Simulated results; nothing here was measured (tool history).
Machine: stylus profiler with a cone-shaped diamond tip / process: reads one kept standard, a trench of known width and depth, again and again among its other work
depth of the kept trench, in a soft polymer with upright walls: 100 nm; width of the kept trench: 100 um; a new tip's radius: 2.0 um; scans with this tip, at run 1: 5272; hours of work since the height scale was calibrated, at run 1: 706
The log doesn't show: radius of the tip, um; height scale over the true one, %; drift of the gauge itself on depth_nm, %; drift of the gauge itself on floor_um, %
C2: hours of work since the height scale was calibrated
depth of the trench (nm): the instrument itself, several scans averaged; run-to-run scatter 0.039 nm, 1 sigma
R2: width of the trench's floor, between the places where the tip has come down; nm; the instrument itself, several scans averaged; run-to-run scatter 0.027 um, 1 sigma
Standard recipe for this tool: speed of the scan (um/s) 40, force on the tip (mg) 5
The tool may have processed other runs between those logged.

Run 1, hour 0: usual settings; scans with this tip 5272; C2 706. Result: depth of the trench (nm) 101.19, R2 98590 nm.
Run 2, hour 37.7: usual settings but speed of the scan (um/s) 17; scans with this tip 5475; C2 733. Result: depth of the trench (nm) 101.16, R2 98610 nm.
Run 3, hour 60.7: usual settings but speed of the scan (um/s) 17; scans with this tip 5600; C2 750. Result: depth of the trench (nm) 101.23, R2 98610 nm.
Run 4, hour 81.3: usual settings but speed of the scan (um/s) 17; scans with this tip 5711; C2 765. Result: depth of the trench (nm) 101.3, R2 98590 nm.
Run 5, hour 115.1: usual settings but speed of the scan (um/s) 17, force on the tip (mg) 1.92; scans with this tip 5894; C2 789. Result: depth of the trench (nm) 100.7, R2 98570 nm.
Run 6, hour 144.3: usual settings but speed of the scan (um/s) 20, force on the tip (mg) 1.92; scans with this tip 6052; C2 811. Result: depth of the trench (nm) 100.72, R2 98570 nm.
Run 7, hour 193.9: usual settings but speed of the scan (um/s) 20, force on the tip (mg) 1.92; scans with this tip 6321; C2 846. Result: depth of the trench (nm) 100.7, R2 98590 nm.
Run 8, hour 220.5: usual settings but speed of the scan (um/s) 20, force on the tip (mg) 1.92; scans with this tip 6465; C2 866. Result: depth of the trench (nm) 100.87, R2 98610 nm.
Run 9, hour 267.7: usual settings but speed of the scan (um/s) 20, force on the tip (mg) 1.92; scans with this tip 6720; C2 900. Result: depth of the trench (nm) 100.79, R2 98600 nm.
Run 10, hour 292.7: usual settings but speed of the scan (um/s) 20, force on the tip (mg) 1.92; scans with this tip 6855; C2 918. Result: depth of the trench (nm) 100.74, R2 98540 nm.
Run 11, hour 313.6: usual settings but speed of the scan (um/s) 20, force on the tip (mg) 2.04; scans with this tip 6968; C2 933. Result: depth of the trench (nm) 100.76, R2 98560 nm.
Run 12, hour 363.1: usual settings but speed of the scan (um/s) 158; scans with this tip 7236; C2 969. Result: depth of the trench (nm) 101.26, R2 98350 nm.
Run 13, hour 387.3: usual settings; scans with this tip 7367; C2 987. Result: depth of the trench (nm) 101.25, R2 98540 nm.
Run 14, hour 410.4: usual settings but force on the tip (mg) 2.29; scans with this tip 7492; C2 1003. Result: depth of the trench (nm) 100.9, R2 98510 nm.
Run 15, hour 444.1: usual settings but force on the tip (mg) 2.29; scans with this tip 7674; C2 1028. Result: depth of the trench (nm) 100.92, R2 98510 nm.
Run 16, hour 480.5: usual settings but force on the tip (mg) 2.29; scans with this tip 7871; C2 1054. Result: depth of the trench (nm) 100.86, R2 98510 nm.
Run 17, hour 522.3: usual settings but force on the tip (mg) 2.29; scans with this tip 8097; C2 1084. Result: depth of the trench (nm) 100.87, R2 98500 nm.
Run 18, hour 572.6: usual settings but speed of the scan (um/s) 58; scans with this tip 8369; C2 1121. Result: depth of the trench (nm) 101.36, R2 98500 nm.
Run 19, hour 599.2: usual settings but speed of the scan (um/s) 11; scans with this tip 8513; C2 1140. Result: depth of the trench (nm) 101.37, R2 98550 nm.
Run 20, hour 630.6: usual settings but speed of the scan (um/s) 11; scans with this tip 8683; C2 1163. Result: depth of the trench (nm) 101.35, R2 98560 nm.
Run 21, hour 668.6: usual settings but speed of the scan (um/s) 11, force on the tip (mg) 2.38; scans with this tip 8889; C2 1190. Result: depth of the trench (nm) 100.95, R2 98550 nm.
Run 22, hour 714.9: usual settings but speed of the scan (um/s) 11, force on the tip (mg) 2.38; scans with this tip 9139; C2 1224. Result: depth of the trench (nm) 100.93, R2 98570 nm.
Run 23, hour 763.1: usual settings but speed of the scan (um/s) 33, force on the tip (mg) 2.38; scans with this tip 9400; C2 1259. Result: depth of the trench (nm) 101.01, R2 98490 nm.
Run 24, hour 797.6: usual settings; scans with this tip 9587; C2 1284. Result: depth of the trench (nm) 101.32, R2 98470 nm.
Run 25, hour 847.8: usual settings but speed of the scan (um/s) 32, force on the tip (mg) 4.88; scans with this tip 9858; C2 1320. Result: depth of the trench (nm) 101.35, R2 98530 nm.
Run 26, hour 892.2: usual settings but speed of the scan (um/s) 32, force on the tip (mg) 4.88; scans with this tip 10098; C2 1352. Result: depth of the trench (nm) 101.46, R2 98530 nm.
Run 27, hour 921.9: usual settings but speed of the scan (um/s) 113, force on the tip (mg) 11.79; scans with this tip 10259; C2 1374. Result: depth of the trench (nm) 102.24, R2 98480 nm.
Run 28, hour 944.9: usual settings but speed of the scan (um/s) 12, force on the tip (mg) 8.37; scans with this tip 10384; C2 1391. Result: depth of the trench (nm) 101.92, R2 98550 nm.
Run 29, hour 967.7: usual settings but speed of the scan (um/s) 121, force on the tip (mg) 2.3; scans with this tip 10507; C2 1407. Result: depth of the trench (nm) 101.09, R2 98270 nm.
Run 30, hour 1013.3: usual settings but speed of the scan (um/s) 13, force on the tip (mg) 7.71; scans with this tip 10754; C2 1440. Result: depth of the trench (nm) 101.81, R2 98530 nm.
Run 31, hour 1045.2: usual settings but speed of the scan (um/s) 119, force on the tip (mg) 12.89; scans with this tip 10926; C2 1463. Result: depth of the trench (nm) 102.36, R2 98390 nm.
Run 32, hour 1076.7: usual settings but force on the tip (mg) 6.7; scans with this tip 11097; C2 1486. Result: depth of the trench (nm) 101.65, R2 98490 nm.
Run 33, hour 1118.4: usual settings but speed of the scan (um/s) 16, force on the tip (mg) 2.72; scans with this tip 11322; C2 1516. Result: depth of the trench (nm) 101.15, R2 98480 nm.
Run 34, hour 1166.1: usual settings but speed of the scan (um/s) 23, force on the tip (mg) 9.97; scans with this tip 11580; C2 1551. Result: depth of the trench (nm) 102.12, R2 98530 nm.
Run 35, hour 1194.8: usual settings but force on the tip (mg) 4.25; scans with this tip 11736; C2 1572. Result: depth of the trench (nm) 101.35, R2 98460 nm.
Run 36, hour 1220.3: usual settings but speed of the scan (um/s) 51, force on the tip (mg) 3.57; scans with this tip 11874; C2 1590. Result: depth of the trench (nm) 101.17, R2 98450 nm.
Run 37, hour 1256.8: usual settings but speed of the scan (um/s) 51, force on the tip (mg) 3.57; scans with this tip 12071; C2 1616. Result: depth of the trench (nm) 101.25, R2 98430 nm.
Run 38, hour 1283.7: usual settings but speed of the scan (um/s) 51, force on the tip (mg) 3.57; scans with this tip 12216; C2 1636. Result: depth of the trench (nm) 101.34, R2 98430 nm.
Run 39, hour 1309.8: usual settings but speed of the scan (um/s) 51, force on the tip (mg) 3.57; scans with this tip 12358; C2 1655. Result: depth of the trench (nm) 101.23, R2 98460 nm.
Run 40, hour 1346.1: usual settings but speed of the scan (um/s) 51, force on the tip (mg) 3.57; scans with this tip 12554; C2 1681. Result: depth of the trench (nm) 101.3, R2 98410 nm.
Run 41, hour 1393.8: usual settings but speed of the scan (um/s) 25, force on the tip (mg) 4.46; scans with this tip 12812; C2 1716. Result: depth of the trench (nm) 101.43, R2 98490 nm.
Run 42, hour 1418.5: usual settings but force on the tip (mg) 8.2; scans with this tip 12946; C2 1734. Result: depth of the trench (nm) 101.97, R2 98460 nm.
Run 43, hour 1449.7: usual settings but speed of the scan (um/s) 26, force on the tip (mg) 4.9; scans with this tip 13115; C2 1756. Result: depth of the trench (nm) 101.52, R2 98480 nm.
Run 44, hour 1482.4: usual settings but speed of the scan (um/s) 12, force on the tip (mg) 4.23; scans with this tip 13292; C2 1780. Result: depth of the trench (nm) 101.33, R2 98490 nm.
Run 45, hour 1504.9: usual settings but speed of the scan (um/s) 17, force on the tip (mg) 3.59; scans with this tip 13413; C2 1796. Result: depth of the trench (nm) 101.36, R2 98460 nm.
Run 46, hour 1529.8: usual settings but speed of the scan (um/s) 72, force on the tip (mg) 5.03; scans with this tip 13548; C2 1814. Result: depth of the trench (nm) 101.52, R2 98410 nm.
Run 47, hour 1575.9: usual settings but speed of the scan (um/s) 72, force on the tip (mg) 5.03; scans with this tip 13797; C2 1848. Result: depth of the trench (nm) 101.49, R2 98430 nm.

Subtracting, for every run, the result it would have given without the tool's unlogged condition from the measured result gives the following. The same run-to-run variation enters both numbers; the gauge's scatter may not:
run  depth of the trench (nm)    R2
  1                     +0.18  -100
  2                     +0.19  -100
  3                     +0.19  -110
  4                      +0.2  -110
  5                      +0.2  -110
  6                     +0.21  -120
  7                     +0.22  -120
  8                     +0.22  -120
  9                     +0.23  -120
 10                     +0.24  -130
 11                     +0.24  -130
 12                     +0.26  -130
 13                     +0.26  -140
 14                     +0.26  -140
 15                     +0.28  -140
 16                     +0.29  -150
 17                     +0.29  -150
 18                     +0.31  -160
 19                     +0.31  -150
 20                     +0.31  -160
 21                     +0.32  -170
 22                     +0.34  -170
 23                     +0.34  -170
 24                     +0.35  -170
 25                     +0.36  -180
 26                     +0.37  -180
 27                     +0.38  -180
 28                     +0.38  -190
 29                     +0.39  -190
 30                      +0.4  -190
 31                     +0.41  -190
 32                     +0.41  -190
 33                     +0.41  -200
 34                     +0.43  -210
 35                     +0.43  -210
 36                     +0.44  -200
 37                     +0.45  -210
 38                     +0.45  -210
 39                     +0.46  -210
 40                     +0.46  -220
 41                     +0.48  -220
 42                     +0.48  -220
 43                     +0.49  -220
 44                     +0.49  -230
 45                      +0.5  -230
 46                     +0.51  -230
 47                     +0.52  -240

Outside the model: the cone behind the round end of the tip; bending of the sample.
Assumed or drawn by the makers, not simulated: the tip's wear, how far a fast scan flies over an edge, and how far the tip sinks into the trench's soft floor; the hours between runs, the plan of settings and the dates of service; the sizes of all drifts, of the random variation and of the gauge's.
